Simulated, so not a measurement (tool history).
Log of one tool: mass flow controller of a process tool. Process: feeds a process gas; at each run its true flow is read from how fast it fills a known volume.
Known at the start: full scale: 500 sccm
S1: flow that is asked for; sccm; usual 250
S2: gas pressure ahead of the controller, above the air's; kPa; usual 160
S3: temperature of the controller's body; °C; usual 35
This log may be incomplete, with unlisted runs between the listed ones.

run 1 hour=0 | S1=250 S2=160 S3=35 | true_flow_(%)=99.29
run 2 hour=99.3 | S1=250 S2=160 S3=35 | true_flow_(%)=99.33
run 3 hour=168 | S1=250 S2=160 S3=35 | true_flow_(%)=99.14
run 4 hour=290.2 | S1=479 S2=160 S3=35 | true_flow_(%)=99.66
run 5 hour=394.3 | S1=479 S2=160 S3=35 | true_flow_(%)=99.54
run 6 hour=540.9 | S1=479 S2=160 S3=35 | true_flow_(%)=99.74
run 7 hour=623.2 | S1=479 S2=160 S3=35 | true_flow_(%)=99.65
run 8 hour=739.2 | S1=479 S2=160 S3=35 | true_flow_(%)=99.63
run 9 hour=844.5 | S1=479 S2=160 S3=35 | true_flow_(%)=99.71
run 10 hour=915.3 | S1=99 S2=160 S3=35 | true_flow_(%)=100.31
run 11 hour=981.4 | S1=99 S2=160 S3=35 | true_flow_(%)=100.35
run 12 hour=1123.5 | S1=99 S2=160 S3=35 | true_flow_(%)=100.24
run 13 hour=1187.2 | S1=99 S2=160 S3=35 | true_flow_(%)=100.38
run 14 hour=1336 | S1=99 S2=160 S3=35 | true_flow_(%)=100.4
run 15 hour=1436.4 | S1=250 S2=160 S3=31 | true_flow_(%)=99.81
run 16 hour=1552.2 | S1=250 S2=160 S3=31 | true_flow_(%)=99.55
run 17 hour=1674.3 | S1=250 S2=160 S3=31 | true_flow_(%)=99.59
run 18 hour=1751.4 | S1=250 S2=160 S3=31 | true_flow_(%)=99.71
run 19 hour=1902.4 | S1=250 S2=160 S3=31 | true_flow_(%)=99.74
run 20 hour=1983.9 | S1=250 S2=160 S3=31 | true_flow_(%)=99.62
run 21 hour=2111.8 | S1=64 S2=160 S3=31 | true_flow_(%)=102.43
run 22 hour=2255.7 | S1=64 S2=160 S3=31 | true_flow_(%)=102.52
run 23 hour=2376.4 | S1=64 S2=160 S3=31 | true_flow_(%)=102.53
run 24 hour=2466.9 | S1=64 S2=160 S3=31 | true_flow_(%)=102.73
run 25 hour=2608.4 | S1=64 S2=160 S3=31 | true_flow_(%)=102.76
run 26 hour=2683.6 | S1=64 S2=160 S3=31 | true_flow_(%)=102.65
run 27 hour=2828.1 | S1=250 S2=170 S3=35 | true_flow_(%)=99.56
run 28 hour=2960.9 | S1=250 S2=170 S3=35 | true_flow_(%)=99.45
run 29 hour=3063.9 | S1=250 S2=179 S3=35 | true_flow_(%)=99.46
run 30 hour=3178.1 | S1=250 S2=179 S3=35 | true_flow_(%)=99.59
run 31 hour=3240.6 | S1=270 S2=150 S3=26 | true_flow_(%)=100.13
run 32 hour=3376.2 | S1=227 S2=266 S3=35 | true_flow_(%)=99.17
run 33 hour=3468.1 | S1=227 S2=266 S3=35 | true_flow_(%)=99.16
run 34 hour=3575.9 | S1=188 S2=163 S3=21 | true_flow_(%)=100.67
run 35 hour=3659.3 | S1=195 S2=160 S3=31 | true_flow_(%)=100.09
run 36 hour=3788.2 | S1=146 S2=160 S3=24 | true_flow_(%)=101.13
run 37 hour=3901.7 | S1=146 S2=160 S3=24 | true_flow_(%)=101.09
run 38 hour=3994.6 | S1=112 S2=158 S3=32 | true_flow_(%)=101.48
run 39 hour=4058.6 | S1=112 S2=158 S3=32 | true_flow_(%)=101.37
run 40 hour=4163.7 | S1=250 S2=142 S3=35 | true_flow_(%)=99.73
run 41 hour=4263.8 | S1=74 S2=142 S3=35 | true_flow_(%)=102.98
run 42 hour=4338.7 | S1=74 S2=142 S3=35 | true_flow_(%)=103.13
run 43 hour=4425.6 | S1=250 S2=235 S3=23 | true_flow_(%)=100.1
run 44 hour=4510.8 | S1=250 S2=235 S3=23 | true_flow_(%)=100
run 45 hour=4655.5 | S1=250 S2=201 S3=35 | true_flow_(%)=99.65
run 46 hour=4775.8 | S1=106 S2=148 S3=34 | true_flow_(%)=101.68
run 47 hour=4891 | S1=106 S2=148 S3=34 | true_flow_(%)=101.86
run 48 hour=4954.1 | S1=250 S2=178 S3=35 | true_flow_(%)=99.72

Alternative continuations, all from the tool just after run 48; predict every row:
run A hour=5094.3 | S1=88 S2=178 S3=26 | true_flow_(%)=?
run B hour=5094.3 | S1=129 S2=148 S3=22 | true_flow_(%)=?
run C hour=5094.3 | S1=250 S2=160 S3=31 | true_flow_(%)=?

run=A true_flow_(%)=102.95
run=B true_flow_(%)=101.74
run=C true_flow_(%)=100.04
The same runs, with their run-to-run variation unchanged, on a tool lacking any hidden condition would have given:
run=A true_flow_(%)=98.75
run=B true_flow_(%)=99.14
run=C true_flow_(%)=99.1
